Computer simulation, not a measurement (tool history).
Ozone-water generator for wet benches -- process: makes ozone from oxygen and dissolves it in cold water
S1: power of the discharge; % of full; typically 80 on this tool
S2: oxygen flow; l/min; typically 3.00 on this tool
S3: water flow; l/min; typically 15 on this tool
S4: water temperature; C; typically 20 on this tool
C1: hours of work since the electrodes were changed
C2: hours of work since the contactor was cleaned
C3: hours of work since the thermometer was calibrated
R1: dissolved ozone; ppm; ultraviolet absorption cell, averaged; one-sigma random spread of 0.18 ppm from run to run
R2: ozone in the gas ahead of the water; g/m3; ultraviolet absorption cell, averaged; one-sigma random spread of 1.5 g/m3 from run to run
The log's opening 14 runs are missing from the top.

run 15 day=17.462 | S1=80 S2=3.35 S3=15 S4=20 | C1=1422 C2=3434 C3=83 | R1=23.1 R2=255.9
run 16 day=19.033 | S1=80 S2=3.00 S3=15 S4=18 | C1=1456 C2=3468 C3=117 | R1=23.1 R2=266.0
run 17 day=20.208 | S1=80 S2=3.00 S3=15 S4=18 | C1=1482 C2=3494 C3=142 | R1=23.3 R2=264.4
run 18 day=21.054 | S1=76 S2=3.00 S3=12 S4=16 | C1=1500 C2=3512 C3=161 | R1=28.1 R2=258.7
run 19 day=22.596 | S1=76 S2=3.00 S3=12 S4=16 | C1=1533 C2=3545 C3=194 | R1=27.9 R2=255.5
run 20 day=23.388 | S1=76 S2=3.00 S3=12 S4=16 | C1=1551 C2=3563 C3=211 | R1=27.7 R2=255.4
run 21 day=24.375 | S1=76 S2=3.00 S3=12 S4=16 | C1=1572 C2=3584 C3=233 | R1=27.8 R2=255.6
run 22 day=25.262 | S1=76 S2=1.70 S3=10 S4=16 | C1=1591 C2=3603 C3=252 | R1=29.1 R2=326.5
run 23 day=26.125 | S1=76 S2=1.70 S3=10 S4=16 | C1=1610 C2=3622 C3=271 | R1=29.1 R2=327.0
run 24 day=26.933 | S1=44 S2=1.78 S3=20 S4=21 | C1=1628 C2=3640 C3=288 | R1=10.3 R2=231.2
run 25 day=27.792 | S1=80 S2=3.00 S3=13 S4=20 | C1=1646 C2=3658 C3=307 | R1=25.5 R2=264.0
run 26 day=28.704 | S1=80 S2=5.06 S3=13 S4=20 | C1=1666 C2=3678 C3=327 | R1=26.3 R2=213.0
run 27 day=30.146 | S1=86 S2=4.34 S3=15 S4=20 | C1=1697 C2=3709 C3=358 | R1=24.4 R2=235.9
run 28 day=31.800 | S1=83 S2=2.64 S3=19 S4=25 | C1=1733 C2=3745 C3=394 | R1=16.6 R2=282.9
run 29 day=33.200 | S1=83 S2=2.64 S3=19 S4=25 | C1=1763 C2=3776 C3=424 | R1=16.9 R2=283.9
run 30 day=34.162 | S1=99 S2=3.87 S3=21 S4=12 | C1=1784 C2=3797 C3=445 | R1=21.6 R2=267.1
run 31 day=35.096 | S1=99 S2=3.87 S3=21 S4=12 | C1=1805 C2=3817 C3=465 | R1=21.4 R2=268.6
run 32 day=36.817 | S1=99 S2=3.87 S3=21 S4=12 | C1=1842 C2=3854 C3=503 | R1=21.3 R2=267.4
run 33 day=38.025 | S1=99 S2=3.87 S3=21 S4=12 | C1=1868 C2=3880 C3=529 | R1=21.3 R2=269.0

Below are 3 alternative next runs, each starting from the tool's condition after run 33. Predict each:
run A day=38.812 | S1=80 S2=3.00 S3=15 S4=20 | C1=1885 C2=3897 C3=546 | R1=? R2=?
run B day=38.812 | S1=74 S2=3.87 S3=22 S4=12 | C1=1885 C2=3897 C3=546 | R1=? R2=?
run C day=38.812 | S1=99 S2=3.36 S3=19 S4=26 | C1=1885 C2=3897 C3=546 | R1=? R2=?

run=A R1=22.4 R2=259.1
run=B R1=17.1 R2=226.1
run=C R1=19.0 R2=282.9
Take away the tool's hidden state, keep each run's random variation, and the runs would have read:
run=A R1=25.5 R2=276.7
run=B R1=19.7 R2=240.8
run=C R1=22.1 R2=304.5

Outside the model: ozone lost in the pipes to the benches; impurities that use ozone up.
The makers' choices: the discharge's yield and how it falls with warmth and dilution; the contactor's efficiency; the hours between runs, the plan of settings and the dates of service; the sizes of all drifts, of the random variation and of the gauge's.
